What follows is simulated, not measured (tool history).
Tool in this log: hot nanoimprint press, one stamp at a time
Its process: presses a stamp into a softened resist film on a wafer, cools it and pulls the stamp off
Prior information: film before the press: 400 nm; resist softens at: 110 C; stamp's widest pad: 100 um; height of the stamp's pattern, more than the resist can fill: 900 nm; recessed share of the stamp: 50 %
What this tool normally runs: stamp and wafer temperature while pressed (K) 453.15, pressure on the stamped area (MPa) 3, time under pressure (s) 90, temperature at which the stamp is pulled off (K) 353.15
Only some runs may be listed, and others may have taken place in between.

run   hour  stamp and wafer temperature while pressed (K)  pressure on the stamped area (MPa)  time under pressure (s)  temperature at which the stamp is pulled off (K)  resist left under the stamp's widest pad (Å)  greatest force while the stamp is pulled off (N)
  1      0                                         453.15                                   3                       90                                            353.15                                          1648                                               229
  2   10.2                                         453.15                                2.23                       90                                            353.15                                          1852                                               244
  3   15.6                                         453.15                                   3                       90                                            343.15                                          1644                                               275
  4   23.9                                         453.15                                   3                       90                                            343.15                                          1643                                               273
  5   32.4                                         453.15                                4.49                       90                                            353.15                                          1387                                               235
  6     41                                         453.15                                4.49                       90                                            353.15                                          1379                                               228
  7   49.5                                         453.15                                   3                      168                                            353.15                                          1257                                               229
      53.1  -- plate thermocouple calibrated
  8     61                                         453.15                                   3                       90                                            358.15                                          1625                                               216
  9     67                                         442.15                                   3                      150                                            359.15                                          2443                                               208
 10     75                                         457.15                                   3                      150                                            360.15                                          1034                                               204
 11   85.1                                         459.15                                   3                      124                                            353.15                                          1005                                               232
 12   95.5                                         459.15                                   3                      124                                            353.15                                          1006                                               233
     104.4  -- plate thermocouple calibrated, once more
 13  106.2                                         450.15                                   3                      121                                            351.15                                          1765                                               248
 14  112.9                                         453.15                                   3                      121                                            345.15                                          1486                                               280
 15    124                                         453.15                                   3                      121                                            345.15                                          1488                                               276

Consider 3 possible next runs. They are alternatives, not a sequence: every one starts from the tool as it was left by run 15. What does each give?
  A  130.9                                         460.15                                   3                      179                                            345.15                                             ?                                                 ?
  B  130.9                                         453.15                                3.27                       71                                            353.15                                             ?                                                 ?
  C  130.9                                         463.15                                   3                       90                                            353.15                                             ?                                                 ?

run  resist left under the stamp's widest pad (Å)  greatest force while the stamp is pulled off (N)
  A                                           832                                               283
  B                                          1777                                               251
  C                                           969                                               244
Without the tool's hidden state the same runs would have given:
run  resist left under the stamp's widest pad (Å)  greatest force while the stamp is pulled off (N)
  A                                           828                                               246
  B                                          1769                                               218
  C                                           964                                               212
